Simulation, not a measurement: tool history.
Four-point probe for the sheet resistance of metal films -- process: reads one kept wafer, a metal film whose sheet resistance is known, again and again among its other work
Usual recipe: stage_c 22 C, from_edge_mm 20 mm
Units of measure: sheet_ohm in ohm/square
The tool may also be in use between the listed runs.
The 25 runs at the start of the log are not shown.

run	hour	stage_c	from_edge_mm	touches since the probe head was changed	hours of work since the stage's thermometer was calibrated	sheet_ohm
26	451.6	27	28	9182	54	15.767616
27	465.1	31	14	9364	60	15.787928
28	486.1	32	31	9647	70	15.784693
29	510.6	32	31	9975	81	15.781366
30	530.5	19	11	10243	90	15.752394
31	550.7	30	4	10515	100	15.905259
32	566.3	23	4	10725	107	15.883903
33	577.9	26	4	10880	113	15.891978
34	600.8	20	45	11188	123	15.735096
35	618.1	32	8	11421	132	15.813508
36	629	19	8	11568	137	15.76605
37	641.5	35	32	11735	143	15.792863
38	666.7	28	22	12074	154	15.769037
39	684.6	28	22	12315	163	15.767364
40	704.5	21	52	12581	172	15.743047
41	727	21	7	12885	183	15.780972
42	745.5	29	16	13133	191	15.780911
43	770	29	16	13463	203	15.774805
44	792.4	29	3	13764	213	16.006022

Forecast each of these 4 alternatives for the next run:
A	808.3	34	4	13977	221	?
B	808.3	24	3	13977	221	?
C	808.3	25	4	13977	221	?
D	808.3	26	21	13977	221	?

run	sheet_ohm
A	15.923653
B	15.983128
C	15.883072
D	15.757799
With the hidden condition removed and each run's random variation left untouched, the same runs would have given:
run	sheet_ohm
A	15.934031
B	15.993595
C	15.893472
D	15.768117
